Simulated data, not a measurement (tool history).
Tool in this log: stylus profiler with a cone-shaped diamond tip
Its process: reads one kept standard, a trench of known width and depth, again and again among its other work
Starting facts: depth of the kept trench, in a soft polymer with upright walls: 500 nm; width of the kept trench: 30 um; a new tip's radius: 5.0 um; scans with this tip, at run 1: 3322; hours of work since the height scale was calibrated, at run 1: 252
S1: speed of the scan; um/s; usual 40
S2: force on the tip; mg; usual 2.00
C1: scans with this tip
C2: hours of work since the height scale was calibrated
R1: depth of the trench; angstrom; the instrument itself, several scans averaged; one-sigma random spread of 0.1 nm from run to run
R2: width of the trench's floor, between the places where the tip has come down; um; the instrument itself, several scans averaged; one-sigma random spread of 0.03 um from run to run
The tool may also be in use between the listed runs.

| run | hour | S1 | S2 | C1 | C2 | R1 | R2 |
|---|---|---|---|---|---|---|---|
| 1 | 0.0 | 40 | 2.00 | 3322 | 252 | 5068.0 | 25.08 |
| 2 | 7.7 | 40 | 1.87 | 3365 | 255 | 5066.0 | 25.01 |
| 3 | 21.1 | 40 | 1.44 | 3439 | 260 | 5055.2 | 25.04 |
| 4 | 33.7 | 40 | 1.44 | 3510 | 266 | 5054.5 | 24.98 |
| 5 | 50.4 | 40 | 0.95 | 3603 | 273 | 5043.5 | 24.92 |
| 6 | 61.4 | 40 | 2.00 | 3664 | 277 | 5066.9 | 25.06 |
| 7 | 69.4 | 40 | 1.52 | 3708 | 281 | 5056.7 | 24.98 |
| 8 | 77.1 | 40 | 1.52 | 3751 | 284 | 5055.2 | 24.94 |
| 9 | 93.3 | 40 | 1.52 | 3840 | 291 | 5056.9 | 24.89 |
| 10 | 102.7 | 40 | 1.52 | 3893 | 295 | 5055.0 | 24.92 |
| 11 | 112.0 | 40 | 1.52 | 3944 | 299 | 5055.6 | 24.96 |
| 12 | 124.0 | 40 | 1.52 | 4011 | 304 | 5057.7 | 24.97 |
| 13 | 132.2 | 40 | 2.00 | 4057 | 307 | 5068.3 | 24.95 |
|  | 134.2 | height scale calibrated on a step standard |
| 14 | 144.3 | 40 | 2.00 | 4121 | 4 | 5068.2 | 24.91 |
| 15 | 153.2 | 40 | 2.00 | 4171 | 8 | 5068.9 | 24.96 |
| 16 | 161.0 | 40 | 2.00 | 4214 | 11 | 5069.4 | 24.91 |
| 17 | 168.7 | 40 | 2.00 | 4257 | 15 | 5069.5 | 24.94 |
| 18 | 180.2 | 82 | 2.00 | 4321 | 19 | 5070.9 | 24.80 |
| 19 | 191.2 | 82 | 2.00 | 4382 | 24 | 5070.1 | 24.77 |
| 20 | 199.8 | 11 | 2.00 | 4429 | 28 | 5070.0 | 25.02 |
| 21 | 209.1 | 11 | 2.00 | 4481 | 32 | 5070.3 | 25.05 |
| 22 | 216.6 | 11 | 2.00 | 4523 | 35 | 5069.4 | 24.97 |
| 23 | 226.2 | 11 | 2.00 | 4576 | 39 | 5070.5 | 24.98 |
|  | 235.1 | height scale calibrated on a step standard, once more |
| 24 | 243.2 | 70 | 4.78 | 4668 | 3 | 5112.9 | 24.89 |
| 25 | 251.3 | 121 | 3.82 | 4713 | 7 | 5099.5 | 24.72 |
| 26 | 266.6 | 11 | 0.75 | 4798 | 13 | 5032.3 | 24.92 |
| 27 | 282.9 | 11 | 0.75 | 4888 | 20 | 5033.1 | 24.89 |
| 28 | 296.8 | 105 | 1.38 | 4966 | 26 | 5048.6 | 24.59 |
| 29 | 310.3 | 17 | 3.13 | 5041 | 32 | 5088.0 | 24.96 |
| 30 | 324.1 | 13 | 1.28 | 5117 | 37 | 5046.0 | 24.92 |
| 31 | 337.8 | 85 | 4.01 | 5193 | 43 | 5102.2 | 24.77 |
| 32 | 347.5 | 84 | 3.20 | 5247 | 47 | 5087.4 | 24.73 |
| 33 | 360.7 | 84 | 3.20 | 5320 | 53 | 5089.1 | 24.70 |
| 34 | 376.8 | 42 | 0.70 | 5410 | 60 | 5033.1 | 24.72 |
| 35 | 393.5 | 83 | 0.97 | 5502 | 67 | 5038.9 | 24.54 |
| 36 | 409.2 | 15 | 1.42 | 5590 | 73 | 5053.4 | 24.85 |
| 37 | 417.3 | 16 | 1.02 | 5635 | 77 | 5041.9 | 24.85 |
| 38 | 432.8 | 40 | 2.76 | 5721 | 83 | 5080.6 | 24.75 |
| 39 | 440.2 | 17 | 5.53 | 5762 | 86 | 5127.8 | 24.90 |
| 40 | 447.4 | 17 | 5.53 | 5802 | 89 | 5128.6 | 24.80 |
| 41 | 454.5 | 17 | 3.69 | 5841 | 92 | 5098.0 | 24.84 |
| 42 | 463.7 | 13 | 3.87 | 5893 | 96 | 5102.0 | 24.87 |
| 43 | 476.8 | 13 | 3.87 | 5965 | 102 | 5101.5 | 24.85 |
| 44 | 484.0 | 19 | 0.92 | 6005 | 105 | 5037.9 | 24.78 |
| 45 | 499.7 | 19 | 0.92 | 6092 | 111 | 5039.3 | 24.75 |
| 46 | 510.7 | 14 | 0.92 | 6154 | 116 | 5040.4 | 24.75 |

Measured minus without-hidden-state, run by run (identical run-to-run variation in each term; gauge scatter may differ):
Unlogged tool condition in this case: radius of the tip, um; height scale over the true one, %; drift of the gauge itself on depth_nm, %; drift of the gauge itself on floor_um, %.
| run | R1 | R2 |
|---|---|---|
| 1 | +3.6 | -0.46 |
| 2 | +3.7 | -0.46 |
| 3 | +3.7 | -0.47 |
| 4 | +3.8 | -0.48 |
| 5 | +3.9 | -0.49 |
| 6 | +4.0 | -0.49 |
| 7 | +4.1 | -0.50 |
| 8 | +4.1 | -0.51 |
| 9 | +4.2 | -0.52 |
| 10 | +4.2 | -0.53 |
| 11 | +4.3 | -0.53 |
| 12 | +4.4 | -0.54 |
| 13 | +4.5 | -0.54 |
| 14 | +5.3 | -0.55 |
| 15 | +5.3 | -0.56 |
| 16 | +5.4 | -0.57 |
| 17 | +5.5 | -0.57 |
| 18 | +5.5 | -0.57 |
| 19 | +5.6 | -0.58 |
| 20 | +5.7 | -0.59 |
| 21 | +5.7 | -0.60 |
| 22 | +5.7 | -0.60 |
| 23 | +5.8 | -0.60 |
| 24 | -0.4 | -0.62 |
| 25 | -0.4 | -0.62 |
| 26 | -0.3 | -0.63 |
| 27 | -0.2 | -0.65 |
| 28 | -0.1 | -0.66 |
| 29 | -0.1 | -0.66 |
| 30 | +0.1 | -0.67 |
| 31 | +0.1 | -0.68 |
| 32 | +0.3 | -0.68 |
| 33 | +0.3 | -0.69 |
| 34 | +0.4 | -0.70 |
| 35 | +0.6 | -0.71 |
| 36 | +0.7 | -0.73 |
| 37 | +0.7 | -0.73 |
| 38 | +0.9 | -0.74 |
| 39 | +0.9 | -0.74 |
| 40 | +1.0 | -0.75 |
| 41 | +1.0 | -0.75 |
| 42 | +1.1 | -0.75 |
| 43 | +1.2 | -0.76 |
| 44 | +1.2 | -0.78 |
| 45 | +1.3 | -0.78 |
| 46 | +1.3 | -0.79 |

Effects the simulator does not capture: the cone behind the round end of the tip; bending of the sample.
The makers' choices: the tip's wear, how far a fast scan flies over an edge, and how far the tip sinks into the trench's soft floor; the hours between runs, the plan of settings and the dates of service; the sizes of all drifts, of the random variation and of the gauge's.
